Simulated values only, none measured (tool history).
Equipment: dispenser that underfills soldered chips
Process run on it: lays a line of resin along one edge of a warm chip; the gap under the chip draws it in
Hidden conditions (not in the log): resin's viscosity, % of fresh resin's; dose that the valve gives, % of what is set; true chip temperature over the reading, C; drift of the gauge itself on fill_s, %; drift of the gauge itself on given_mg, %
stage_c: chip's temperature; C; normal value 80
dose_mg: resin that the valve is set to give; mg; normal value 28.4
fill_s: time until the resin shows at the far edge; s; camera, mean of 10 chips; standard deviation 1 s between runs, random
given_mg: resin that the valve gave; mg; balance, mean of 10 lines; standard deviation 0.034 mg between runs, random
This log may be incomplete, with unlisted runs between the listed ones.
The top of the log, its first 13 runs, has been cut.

| run | hour | stage_c | dose_mg | hours of work since the syringe was changed | hours of work since the valve was cleaned | hours of work since the stage was calibrated | fill_s | given_mg |
|---|---|---|---|---|---|---|---|---|
| 14 | 51.8 | 80 | 27.7 | 3 | 9 | 190 | 109.6 | 27.65 |
| 15 | 55.2 | 72 | 28.4 | 5 | 11 | 193 | 153.3 | 28.27 |
|  | 58.1 | new syringe of resin |
| 16 | 59.7 | 72 | 28.4 | 1 | 14 | 196 | 131.2 | 28.2 |
| 17 | 62 | 72 | 28.4 | 3 | 16 | 198 | 139.3 | 28.21 |
| 18 | 64.5 | 72 | 28.4 | 5 | 18 | 200 | 150 | 28.13 |
|  | 68 | new syringe of resin |
| 19 | 68.2 | 86 | 27 | 0 | 20 | 202 | 81.1 | 26.75 |
| 20 | 72.9 | 86 | 27 | 4 | 24 | 206 | 92.3 | 26.76 |
| 21 | 76.8 | 70 | 24.7 | 6 | 27 | 209 | 176.5 | 24.4 |
|  | 77.9 | new syringe of resin |
| 22 | 81.1 | 94 | 27.5 | 2 | 30 | 211 | 69.9 | 27.15 |
| 23 | 86 | 80 | 26.2 | 6 | 33 | 215 | 121.2 | 25.8 |
|  | 87.9 | new syringe of resin |
| 24 | 89.9 | 86 | 32.3 | 1 | 36 | 218 | 83 | 31.83 |
| 25 | 94.8 | 72 | 28.2 | 5 | 40 | 221 | 151.4 | 27.72 |
|  | 97.8 | new syringe of resin |
| 26 | 99.5 | 89 | 29.2 | 1 | 43 | 225 | 76.7 | 28.67 |
| 27 | 103 | 87 | 35.6 | 4 | 45 | 227 | 89.1 | 34.92 |
| 28 | 105.6 | 80 | 30.6 | 6 | 47 | 229 | 121 | 29.98 |
|  | 107.7 | dispensing valve cleaned and set on the balance |
|  | 108.5 | new syringe of resin |
| 29 | 109.4 | 77 | 26.7 | 1 | 1 | 231 | 112 | 26.73 |
| 30 | 111.7 | 77 | 26.7 | 2 | 3 | 233 | 117.4 | 26.71 |
| 31 | 116.8 | 77 | 26.7 | 6 | 7 | 236 | 137.5 | 26.61 |
|  | 118.7 | new syringe of resin |
| 32 | 121.6 | 80 | 35.9 | 2 | 10 | 240 | 103.3 | 35.72 |
| 33 | 124.1 | 86 | 26.7 | 4 | 12 | 242 | 96.6 | 26.51 |
|  | 128.5 | new syringe of resin |
| 34 | 129.3 | 86 | 26.7 | 1 | 15 | 245 | 81.8 | 26.53 |
| 35 | 133.5 | 86 | 26.7 | 4 | 18 | 248 | 89.7 | 26.5 |

5 options for the next run, each taken on its own from the tool as it stands now. Forecast them:
| A | 137.4 | 68 | 25.1 | 7 | 21 | 251 | ? | ? |
| B | 137.4 | 88 | 28.2 | 7 | 21 | 251 | ? | ? |
| C | 137.4 | 67 | 32.3 | 7 | 21 | 251 | ? | ? |
| D | 137.4 | 89 | 24.2 | 7 | 21 | 251 | ? | ? |
| E | 137.4 | 68 | 26.6 | 7 | 21 | 251 | ? | ? |

| run | fill_s | given_mg |
|---|---|---|
| A | 182.8 | 24.85 |
| B | 95.4 | 27.94 |
| C | 183.9 | 32.02 |
| D | 94.1 | 23.96 |
| E | 180.9 | 26.39 |
With no hidden state in the tool, these same runs would have given:
| run | fill_s | given_mg |
|---|---|---|
| A | 149.7 | 25.08 |
| B | 77.9 | 28.19 |
| C | 150.7 | 32.31 |
| D | 76.7 | 24.18 |
| E | 148.2 | 26.63 |

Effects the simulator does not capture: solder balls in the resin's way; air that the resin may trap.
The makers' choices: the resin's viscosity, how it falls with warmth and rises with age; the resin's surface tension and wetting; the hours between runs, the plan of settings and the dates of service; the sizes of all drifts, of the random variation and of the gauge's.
